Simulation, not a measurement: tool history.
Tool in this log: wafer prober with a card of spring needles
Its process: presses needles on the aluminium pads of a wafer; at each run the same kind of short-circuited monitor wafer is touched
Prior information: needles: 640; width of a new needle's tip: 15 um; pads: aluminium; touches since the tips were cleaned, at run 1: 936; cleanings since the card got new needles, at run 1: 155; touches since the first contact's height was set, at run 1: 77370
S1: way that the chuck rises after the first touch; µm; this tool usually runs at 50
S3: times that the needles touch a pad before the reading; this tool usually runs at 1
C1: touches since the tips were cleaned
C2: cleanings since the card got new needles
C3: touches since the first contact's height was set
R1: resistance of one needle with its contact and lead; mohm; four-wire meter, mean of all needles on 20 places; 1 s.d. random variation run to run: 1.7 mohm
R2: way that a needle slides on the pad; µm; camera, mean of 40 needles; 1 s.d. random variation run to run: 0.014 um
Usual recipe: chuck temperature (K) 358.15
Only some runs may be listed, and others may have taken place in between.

{"run": 1, "day": 0.0, "S1": 50, "chuck temperature (K)": 358.15, "S3": 1, "C1": 936, "C2": 155, "C3": 77370, "R1": 222, "R2": 7.28}
{"day": 0.1, "done": "height of the first contact set anew"}
{"day": 0.367, "done": "tips cleaned on abrasive film"}
{"day": 0.812, "done": "tips cleaned on abrasive film"}
{"run": 2, "day": 0.946, "S1": 50, "chuck temperature (K)": 358.15, "S3": 2, "C1": 2242, "C2": 157, "C3": 14061, "R1": 229, "R2": 7.22}
{"day": 1.221, "done": "tips cleaned on abrasive film"}
{"day": 1.579, "done": "tips cleaned on abrasive film"}
{"day": 2.008, "done": "tips cleaned on abrasive film"}
{"day": 2.417, "done": "tips cleaned on abrasive film"}
{"run": 3, "day": 2.417, "S1": 50, "chuck temperature (K)": 341.15, "S3": 2, "C1": 0, "C2": 161, "C3": 38475, "R1": 176, "R2": 7.19}
{"day": 2.779, "done": "tips cleaned on abrasive film"}
{"day": 3.142, "done": "tips cleaned on abrasive film"}
{"day": 3.592, "done": "tips cleaned on abrasive film"}
{"run": 4, "day": 3.854, "S1": 50, "chuck temperature (K)": 358.15, "S3": 2, "C1": 4445, "C2": 164, "C3": 62404, "R1": 248, "R2": 7.15}
{"day": 4.033, "done": "tips cleaned on abrasive film"}
{"day": 4.483, "done": "tips cleaned on abrasive film"}
{"day": 4.825, "done": "height of the first contact set anew, once more"}
{"run": 5, "day": 4.825, "S1": 60, "chuck temperature (K)": 358.15, "S3": 1, "C1": 5541, "C2": 166, "C3": 0, "R1": 257, "R2": 8.86}
{"day": 4.917, "done": "tips cleaned on abrasive film"}
{"day": 5.367, "done": "tips cleaned on abrasive film"}
{"day": 5.725, "done": "tips cleaned on abrasive film"}
{"run": 6, "day": 5.808, "S1": 50, "chuck temperature (K)": 320.15, "S3": 1, "C1": 1355, "C2": 169, "C3": 16277, "R1": 236, "R2": 7.35}
{"day": 6.146, "done": "tips cleaned on abrasive film"}
{"day": 6.508, "done": "tips cleaned on abrasive film"}
{"run": 7, "day": 6.85, "S1": 50, "chuck temperature (K)": 324.15, "S3": 1, "C1": 5764, "C2": 171, "C3": 33672, "R1": 311, "R2": 7.36}
{"day": 6.946, "done": "tips cleaned on abrasive film"}
{"day": 7.383, "done": "tips cleaned on abrasive film"}
{"day": 7.833, "done": "tips cleaned on abrasive film"}
{"day": 8.283, "done": "tips cleaned on abrasive film"}
{"run": 8, "day": 8.3, "S1": 50, "chuck temperature (K)": 358.15, "S3": 1, "C1": 324, "C2": 175, "C3": 57747, "R1": 201, "R2": 7.31}
{"day": 8.662, "done": "tips cleaned on abrasive film"}
{"day": 9.1, "done": "tips cleaned on abrasive film"}
{"day": 9.546, "done": "tips cleaned on abrasive film"}
{"day": 9.558, "done": "height of the first contact set anew"}
{"run": 9, "day": 9.875, "S1": 41, "chuck temperature (K)": 358.15, "S3": 1, "C1": 5275, "C2": 178, "C3": 5275, "R1": 362, "R2": 6.05}
{"day": 9.954, "done": "tips cleaned on abrasive film"}
{"day": 10.396, "done": "tips cleaned on abrasive film"}
{"day": 10.758, "done": "tips cleaned on abrasive film"}
{"day": 11.208, "done": "tips cleaned on abrasive film"}
{"run": 10, "day": 11.292, "S1": 41, "chuck temperature (K)": 358.15, "S3": 1, "C1": 1380, "C2": 182, "C3": 28794, "R1": 288, "R2": 6.01}
{"day": 11.654, "done": "tips cleaned on abrasive film"}
{"day": 12.012, "done": "tips cleaned on abrasive film"}
{"run": 11, "day": 12.146, "S1": 41, "chuck temperature (K)": 358.15, "S3": 1, "C1": 2212, "C2": 184, "C3": 42995, "R1": 318, "R2": 6.0}
{"day": 12.417, "done": "tips cleaned on abrasive film"}
{"day": 12.779, "done": "tips cleaned on abrasive film"}
{"day": 13.221, "done": "tips cleaned on abrasive film"}
{"day": 13.646, "done": "tips cleaned on abrasive film"}
{"run": 12, "day": 13.662, "S1": 41, "chuck temperature (K)": 358.15, "S3": 1, "C1": 245, "C2": 188, "C3": 68155, "R1": 207, "R2": 5.96}
{"day": 14.096, "done": "tips cleaned on abrasive film"}
{"day": 14.375, "done": "height of the first contact set anew"}
{"day": 14.471, "done": "tips cleaned on abrasive film"}
{"run": 13, "day": 14.512, "S1": 41, "chuck temperature (K)": 329.15, "S3": 1, "C1": 725, "C2": 190, "C3": 2223, "R1": 237, "R2": 6.05}
{"day": 14.875, "done": "tips cleaned on abrasive film"}
{"day": 15.325, "done": "tips cleaned on abrasive film"}
{"day": 15.758, "done": "tips cleaned on abrasive film"}
{"day": 16.121, "done": "tips cleaned on abrasive film"}
{"run": 14, "day": 16.167, "S1": 52, "chuck temperature (K)": 329.15, "S3": 2, "C1": 780, "C2": 194, "C3": 29698, "R1": 193, "R2": 7.62}
{"day": 16.517, "done": "tips cleaned on abrasive film"}
{"day": 16.967, "done": "tips cleaned on abrasive film"}
{"day": 17.329, "done": "tips cleaned on abrasive film"}
{"day": 17.775, "done": "tips cleaned on abrasive film"}
{"run": 15, "day": 17.9, "S1": 34, "chuck temperature (K)": 329.15, "S3": 2, "C1": 2095, "C2": 198, "C3": 58545, "R1": 312, "R2": 4.95}
{"day": 18.171, "done": "tips cleaned on abrasive film"}
{"day": 18.6, "done": "tips cleaned on abrasive film"}
{"run": 16, "day": 18.821, "S1": 34, "chuck temperature (K)": 361.15, "S3": 2, "C1": 3711, "C2": 200, "C3": 73853, "R1": 337, "R2": 4.92}
{"day": 18.996, "done": "tips cleaned on abrasive film"}
{"day": 19.179, "done": "height of the first contact set anew"}
{"day": 19.454, "done": "tips cleaned on abrasive film"}
{"day": 19.904, "done": "tips cleaned on abrasive film"}
{"run": 17, "day": 20.254, "S1": 38, "chuck temperature (K)": 376.15, "S3": 2, "C1": 5874, "C2": 203, "C3": 17863, "R1": 331, "R2": 5.57}
{"day": 20.346, "done": "tips cleaned on abrasive film"}
{"day": 20.708, "done": "tips cleaned on abrasive film"}
{"day": 21.071, "done": "tips cleaned on abrasive film"}
{"day": 21.504, "done": "tips cleaned on abrasive film"}
{"run": 18, "day": 21.767, "S1": 38, "chuck temperature (K)": 376.15, "S3": 2, "C1": 4357, "C2": 207, "C3": 42962, "R1": 332, "R2": 5.57}
{"day": 21.946, "done": "tips cleaned on abrasive film"}
{"day": 22.383, "done": "tips cleaned on abrasive film"}
{"day": 22.825, "done": "tips cleaned on abrasive film"}
{"day": 23.204, "done": "tips cleaned on abrasive film"}
{"run": 19, "day": 23.204, "S1": 38, "chuck temperature (K)": 376.15, "S3": 2, "C1": 0, "C2": 211, "C3": 66835, "R1": 218, "R2": 5.5}
{"day": 23.642, "done": "tips cleaned on abrasive film"}
{"day": 23.921, "done": "height of the first contact set anew"}
{"day": 24.017, "done": "tips cleaned on abrasive film"}
{"run": 20, "day": 24.279, "S1": 63, "chuck temperature (K)": 343.15, "S3": 2, "C1": 4447, "C2": 213, "C3": 5946, "R1": 217, "R2": 9.27}
{"day": 24.462, "done": "tips cleaned on abrasive film"}
{"day": 24.912, "done": "tips cleaned on abrasive film"}
{"day": 25.35, "done": "tips cleaned on abrasive film"}
{"day": 25.792, "done": "tips cleaned on abrasive film"}
{"run": 21, "day": 25.925, "S1": 63, "chuck temperature (K)": 343.15, "S3": 2, "C1": 2213, "C2": 217, "C3": 33287, "R1": 202, "R2": 9.27}
{"day": 26.196, "done": "tips cleaned on abrasive film"}
{"day": 26.646, "done": "tips cleaned on abrasive film"}
{"run": 22, "day": 26.762, "S1": 65, "chuck temperature (K)": 327.15, "S3": 2, "C1": 1960, "C2": 219, "C3": 47197, "R1": 191, "R2": 9.51}
{"day": 27.033, "done": "tips cleaned on abrasive film"}
{"day": 27.396, "done": "tips cleaned on abrasive film"}
{"day": 27.817, "done": "tips cleaned on abrasive film"}
{"run": 23, "day": 28.088, "S1": 40, "chuck temperature (K)": 302.15, "S3": 1, "C1": 4543, "C2": 222, "C3": 69274, "R1": 403, "R2": 5.78}
{"day": 28.183, "done": "tips cleaned on abrasive film"}
{"day": 28.608, "done": "tips cleaned on abrasive film"}
{"day": 28.712, "done": "height of the first contact set anew"}
{"run": 24, "day": 28.842, "S1": 57, "chuck temperature (K)": 365.15, "S3": 2, "C1": 3714, "C2": 224, "C3": 2215, "R1": 227, "R2": 8.41}
{"day": 29.025, "done": "tips cleaned on abrasive film"}
{"day": 29.471, "done": "tips cleaned on abrasive film"}
{"run": 25, "day": 29.7, "S1": 66, "chuck temperature (K)": 365.15, "S3": 3, "C1": 3900, "C2": 226, "C3": 16493, "R1": 196, "R2": 9.71}
{"day": 29.879, "done": "tips cleaned on abrasive film"}
{"day": 30.325, "done": "tips cleaned on abrasive film"}
{"day": 30.771, "done": "tips cleaned on abrasive film"}
{"day": 31.271, "done": "card fitted with new needles"}
{"day": 31.712, "done": "tips cleaned on abrasive film"}
{"run": 26, "day": 31.954, "S1": 66, "chuck temperature (K)": 340.15, "S3": 3, "C1": 4087, "C2": 1, "C3": 11403, "R1": 172, "R2": 9.75}

Branching from run 26: 4 alternative next runs. What would each branch give?
{"day": 32.125, "done": "tips cleaned on abrasive film"}
{"day": 32.558, "done": "tips cleaned on abrasive film"}
{"day": 33.0, "done": "tips cleaned on abrasive film"}
{"run": "A", "day": 33.329, "S1": 67, "chuck temperature (K)": 318.15, "S3": 1, "C1": 5532, "C2": 4, "C3": 34298, "R1": "?", "R2": "?"}
{"day": 32.125, "done": "tips cleaned on abrasive film"}
{"day": 32.558, "done": "tips cleaned on abrasive film"}
{"day": 33.0, "done": "tips cleaned on abrasive film"}
{"run": "B", "day": 33.329, "S1": 59, "chuck temperature (K)": 301.15, "S3": 2, "C1": 5532, "C2": 4, "C3": 34298, "R1": "?", "R2": "?"}
{"day": 32.125, "done": "tips cleaned on abrasive film"}
{"day": 32.558, "done": "tips cleaned on abrasive film"}
{"day": 33.0, "done": "tips cleaned on abrasive film"}
{"run": "C", "day": 33.329, "S1": 50, "chuck temperature (K)": 372.15, "S3": 1, "C1": 5532, "C2": 4, "C3": 34298, "R1": "?", "R2": "?"}
{"day": 32.125, "done": "tips cleaned on abrasive film"}
{"day": 32.558, "done": "tips cleaned on abrasive film"}
{"day": 33.0, "done": "tips cleaned on abrasive film"}
{"run": "D", "day": 33.329, "S1": 63, "chuck temperature (K)": 340.15, "S3": 3, "C1": 5532, "C2": 4, "C3": 34298, "R1": "?", "R2": "?"}

run=A R1=210 R2=9.87
run=B R1=195 R2=8.69
run=C R1=264 R2=7.33
run=D R1=179 R2=9.27
Without the tool's hidden state the same runs would have given:
run=A R1=151 R2=9.90
run=B R1=150 R2=8.73
run=C R1=173 R2=7.37
run=D R1=156 R2=9.31
